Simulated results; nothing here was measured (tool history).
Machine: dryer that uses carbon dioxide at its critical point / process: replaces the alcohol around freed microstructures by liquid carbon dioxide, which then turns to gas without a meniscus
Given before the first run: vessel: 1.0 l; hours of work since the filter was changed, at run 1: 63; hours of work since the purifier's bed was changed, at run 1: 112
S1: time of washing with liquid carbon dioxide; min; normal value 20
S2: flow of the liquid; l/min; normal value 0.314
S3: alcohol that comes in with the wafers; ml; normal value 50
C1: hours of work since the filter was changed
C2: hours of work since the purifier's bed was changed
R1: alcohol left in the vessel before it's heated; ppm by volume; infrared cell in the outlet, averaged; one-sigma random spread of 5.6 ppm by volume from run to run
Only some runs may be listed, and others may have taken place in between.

run   hour  S1     S2   S3   C1   C2    R1
  1      0  20  0.314   50   63  112   193
  2   45.3  20  0.314   50   93  143   218
  3   97.2  20  0.314   50  128  177   230
  4  134.2  20  0.314   50  152  202   259
  5    184  20  0.314   50  186  235   274
  6  219.5  20  0.314   50  209  259   281
  7  252.4  20  0.493   50  231  281    73
     290.6  -- inlet filter changed
  8  302.9  20  0.314   50    8  314   235
  9  335.3  14  0.314   50   30  336  1006
 10  373.6  18  0.392   36   55  361   143
 11  430.3  15  0.392   92   93  399   550
 12  459.8  19  0.374  111  113  419   275
 13  518.2  17  0.237   71  152  458  2278
 14  572.5  14  0.209   91  188  494  8054
 15  602.9  14  0.209   91  209  515  8249

Here are 4 independent what-if runs from the current tool condition. What would each one return?
  A  657.8  25  0.298  46  245  551   ?
  B  657.8  28   0.29  43  245  551   ?
  C  657.8  14  0.365  51  245  551   ?
  D  657.8  14  0.209  32  245  551   ?

run    R1
  A   220
  B   176
  C   791
  D  3061
Without the tool's hidden state the same runs would have given:
run    R1
  A    58
  B    31
  C   460
  D  2388
